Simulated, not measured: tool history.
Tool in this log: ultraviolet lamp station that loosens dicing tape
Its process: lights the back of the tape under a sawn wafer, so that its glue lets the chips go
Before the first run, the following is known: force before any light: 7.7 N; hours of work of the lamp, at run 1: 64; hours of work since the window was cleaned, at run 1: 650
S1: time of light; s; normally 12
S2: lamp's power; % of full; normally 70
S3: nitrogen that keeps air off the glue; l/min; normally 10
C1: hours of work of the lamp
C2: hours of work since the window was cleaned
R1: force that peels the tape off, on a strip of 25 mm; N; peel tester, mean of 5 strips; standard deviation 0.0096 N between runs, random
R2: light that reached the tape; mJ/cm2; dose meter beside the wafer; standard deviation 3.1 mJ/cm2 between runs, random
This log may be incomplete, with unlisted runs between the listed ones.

{"run": 1, "day": 0.0, "S1": 12, "S2": 70, "S3": 10, "C1": 64, "C2": 650, "R1": 0.495, "R2": 437}
{"run": 2, "day": 1.629, "S1": 12, "S2": 70, "S3": 5, "C1": 84, "C2": 670, "R1": 0.761, "R2": 430}
{"run": 3, "day": 3.367, "S1": 12, "S2": 70, "S3": 5, "C1": 106, "C2": 692, "R1": 0.765, "R2": 431}
{"day": 3.983, "done": "window cleaned of glue's vapour"}
{"run": 4, "day": 4.312, "S1": 11, "S2": 70, "S3": 10, "C1": 118, "C2": 4, "R1": 0.535, "R2": 417}
{"run": 5, "day": 5.354, "S1": 11, "S2": 70, "S3": 10, "C1": 130, "C2": 17, "R1": 0.542, "R2": 410}
{"run": 6, "day": 6.333, "S1": 12, "S2": 70, "S3": 17, "C1": 143, "C2": 29, "R1": 0.369, "R2": 452}
{"run": 7, "day": 7.396, "S1": 12, "S2": 78, "S3": 10, "C1": 156, "C2": 43, "R1": 0.368, "R2": 498}
{"run": 8, "day": 9.071, "S1": 12, "S2": 70, "S3": 10, "C1": 177, "C2": 63, "R1": 0.454, "R2": 446}
{"run": 9, "day": 10.317, "S1": 12, "S2": 70, "S3": 10, "C1": 192, "C2": 79, "R1": 0.472, "R2": 443}
{"run": 10, "day": 11.788, "S1": 12, "S2": 70, "S3": 10, "C1": 211, "C2": 97, "R1": 0.463, "R2": 440}
{"run": 11, "day": 13.408, "S1": 12, "S2": 77, "S3": 10, "C1": 231, "C2": 118, "R1": 0.393, "R2": 488}
{"run": 12, "day": 14.742, "S1": 12, "S2": 77, "S3": 10, "C1": 248, "C2": 134, "R1": 0.414, "R2": 483}
{"run": 13, "day": 16.388, "S1": 12, "S2": 77, "S3": 3, "C1": 268, "C2": 155, "R1": 0.879, "R2": 483}
{"run": 14, "day": 18.258, "S1": 12, "S2": 77, "S3": 3, "C1": 292, "C2": 178, "R1": 0.869, "R2": 474}
{"run": 15, "day": 19.2, "S1": 12, "S2": 77, "S3": 3, "C1": 303, "C2": 190, "R1": 0.903, "R2": 471}
{"run": 16, "day": 20.171, "S1": 7, "S2": 70, "S3": 10, "C1": 315, "C2": 202, "R1": 1.361, "R2": 250}
{"run": 17, "day": 21.888, "S1": 12, "S2": 64, "S3": 10, "C1": 337, "C2": 223, "R1": 0.615, "R2": 390}
{"run": 18, "day": 22.983, "S1": 12, "S2": 64, "S3": 10, "C1": 351, "C2": 237, "R1": 0.619, "R2": 384}
{"run": 19, "day": 24.988, "S1": 12, "S2": 70, "S3": 10, "C1": 376, "C2": 262, "R1": 0.523, "R2": 420}
{"run": 20, "day": 26.442, "S1": 12, "S2": 70, "S3": 10, "C1": 394, "C2": 280, "R1": 0.526, "R2": 419}
{"run": 21, "day": 27.896, "S1": 12, "S2": 70, "S3": 10, "C1": 412, "C2": 298, "R1": 0.526, "R2": 416}
{"run": 22, "day": 29.242, "S1": 8, "S2": 70, "S3": 10, "C1": 429, "C2": 315, "R1": 1.166, "R2": 275}
{"run": 23, "day": 30.992, "S1": 17, "S2": 73, "S3": 9, "C1": 450, "C2": 337, "R1": 0.274, "R2": 608}
{"run": 24, "day": 32.842, "S1": 15, "S2": 65, "S3": 10, "C1": 474, "C2": 360, "R1": 0.385, "R2": 475}
{"run": 25, "day": 33.958, "S1": 15, "S2": 68, "S3": 10, "C1": 487, "C2": 374, "R1": 0.348, "R2": 498}
{"run": 26, "day": 35.35, "S1": 7, "S2": 94, "S3": 10, "C1": 505, "C2": 391, "R1": 0.931, "R2": 318}
{"run": 27, "day": 36.912, "S1": 7, "S2": 94, "S3": 19, "C1": 524, "C2": 411, "R1": 0.678, "R2": 317}
{"run": 28, "day": 38.508, "S1": 7, "S2": 94, "S3": 19, "C1": 544, "C2": 431, "R1": 0.672, "R2": 318}
{"run": 29, "day": 39.942, "S1": 8, "S2": 82, "S3": 7, "C1": 562, "C2": 449, "R1": 1.177, "R2": 314}
{"run": 30, "day": 41.712, "S1": 12, "S2": 74, "S3": 18, "C1": 584, "C2": 471, "R1": 0.38, "R2": 418}
{"run": 31, "day": 42.912, "S1": 12, "S2": 74, "S3": 18, "C1": 599, "C2": 486, "R1": 0.388, "R2": 419}
{"run": 32, "day": 44.325, "S1": 9, "S2": 85, "S3": 4, "C1": 617, "C2": 503, "R1": 1.253, "R2": 356}
{"run": 33, "day": 45.483, "S1": 6, "S2": 64, "S3": 4, "C1": 631, "C2": 518, "R1": 2.997, "R2": 179}
{"run": 34, "day": 47.262, "S1": 9, "S2": 64, "S3": 5, "C1": 653, "C2": 540, "R1": 1.789, "R2": 266}
{"run": 35, "day": 48.742, "S1": 7, "S2": 70, "S3": 14, "C1": 672, "C2": 559, "R1": 1.437, "R2": 228}
{"run": 36, "day": 49.596, "S1": 7, "S2": 70, "S3": 14, "C1": 683, "C2": 569, "R1": 1.442, "R2": 227}
{"run": 37, "day": 50.533, "S1": 7, "S2": 70, "S3": 14, "C1": 694, "C2": 581, "R1": 1.491, "R2": 224}
{"run": 38, "day": 51.729, "S1": 9, "S2": 63, "S3": 10, "C1": 709, "C2": 596, "R1": 1.369, "R2": 257}
{"run": 39, "day": 52.721, "S1": 7, "S2": 62, "S3": 19, "C1": 722, "C2": 608, "R1": 1.588, "R2": 197}

Run 40, settings as shown, results not yet in. Your forecast:
{"run": 40, "day": 53.838, "S1": 18, "S2": 94, "S3": 13, "C1": 736, "C2": 622, "R1": "?", "R2": "?"}

R1: 0.201 N
R2: 763 mJ/cm2
Had the tool carried no hidden state, the very same run would have given R1 0.186 N, R2 955 mJ/cm2.
